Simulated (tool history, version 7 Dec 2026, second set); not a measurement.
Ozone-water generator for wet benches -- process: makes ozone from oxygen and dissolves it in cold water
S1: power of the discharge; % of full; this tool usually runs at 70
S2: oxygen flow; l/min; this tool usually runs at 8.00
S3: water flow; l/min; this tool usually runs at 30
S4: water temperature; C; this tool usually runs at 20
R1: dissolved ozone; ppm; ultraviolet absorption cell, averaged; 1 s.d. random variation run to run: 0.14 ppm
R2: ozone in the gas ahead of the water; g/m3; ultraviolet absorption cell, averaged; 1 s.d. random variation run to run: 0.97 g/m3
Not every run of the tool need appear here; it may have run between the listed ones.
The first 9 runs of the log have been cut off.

run 10 hour=625.4 | S1=70 S2=8.00 S3=30 S4=20 | R1=15.7 R2=164.9
run 11 hour=691.3 | S1=70 S2=8.00 S3=30 S4=20 | R1=15.8 R2=165.0
run 12 hour=765.7 | S1=70 S2=8.00 S3=30 S4=25 | R1=14.6 R2=164.9
run 13 hour=857.2 | S1=58 S2=8.00 S3=30 S4=20 | R1=13.8 R2=141.8
run 14 hour=953.0 | S1=70 S2=8.00 S3=30 S4=20 | R1=15.7 R2=163.3
run 15 hour=1008.1 | S1=70 S2=8.00 S3=25 S4=20 | R1=18.7 R2=164.3
run 16 hour=1101.0 | S1=70 S2=8.00 S3=30 S4=20 | R1=16.0 R2=162.5
run 17 hour=1180.2 | S1=70 S2=8.00 S3=30 S4=20 | R1=15.6 R2=163.7
run 18 hour=1273.0 | S1=70 S2=8.89 S3=40 S4=16 | R1=12.6 R2=155.9
run 19 hour=1351.9 | S1=51 S2=8.00 S3=38 S4=20 | R1=9.8 R2=126.6
run 20 hour=1437.6 | S1=45 S2=8.00 S3=38 S4=24 | R1=8.3 R2=114.5
run 21 hour=1507.6 | S1=66 S2=8.00 S3=30 S4=24 | R1=14.1 R2=153.9
run 22 hour=1550.8 | S1=55 S2=8.00 S3=30 S4=20 | R1=12.7 R2=133.6
run 23 hour=1609.3 | S1=69 S2=8.85 S3=20 S4=19 | R1=22.3 R2=153.9
run 24 hour=1692.7 | S1=69 S2=8.85 S3=20 S4=19 | R1=22.5 R2=157.1
run 25 hour=1760.9 | S1=70 S2=8.00 S3=18 S4=24 | R1=21.7 R2=161.6
run 26 hour=1834.3 | S1=54 S2=8.00 S3=18 S4=24 | R1=18.1 R2=132.4
run 27 hour=1902.2 | S1=70 S2=4.02 S3=27 S4=20 | R1=14.0 R2=202.2
run 28 hour=1987.1 | S1=70 S2=11.13 S3=27 S4=20 | R1=17.8 R2=144.8
run 29 hour=2038.1 | S1=68 S2=8.00 S3=30 S4=15 | R1=16.4 R2=156.5
run 30 hour=2111.7 | S1=68 S2=8.00 S3=30 S4=15 | R1=16.1 R2=156.6
run 31 hour=2167.4 | S1=45 S2=8.62 S3=37 S4=27 | R1=7.9 R2=111.6
run 32 hour=2253.0 | S1=88 S2=6.58 S3=39 S4=13 | R1=14.3 R2=203.9
run 33 hour=2325.9 | S1=76 S2=13.36 S3=30 S4=20 | R1=17.6 R2=144.5

Below are 4 alternative next runs, each starting from the tool's condition after run 33. Predict each:
run A hour=2391.5 | S1=53 S2=8.00 S3=20 S4=20 | R1=? R2=?
run B hour=2391.5 | S1=76 S2=13.36 S3=24 S4=20 | R1=? R2=?
run C hour=2391.5 | S1=70 S2=12.58 S3=21 S4=20 | R1=? R2=?
run D hour=2391.5 | S1=70 S2=13.36 S3=20 S4=16 | R1=? R2=?

run=A R1=17.5 R2=128.9
run=B R1=20.8 R2=144.3
run=C R1=21.4 R2=138.8
run=D R1=24.2 R2=134.8
With the hidden condition removed and each run's random variation left untouched, the same runs would have given:
run=A R1=18.8 R2=133.1
run=B R1=22.7 R2=150.8
run=C R1=23.2 R2=144.6
run=D R1=26.2 R2=140.5
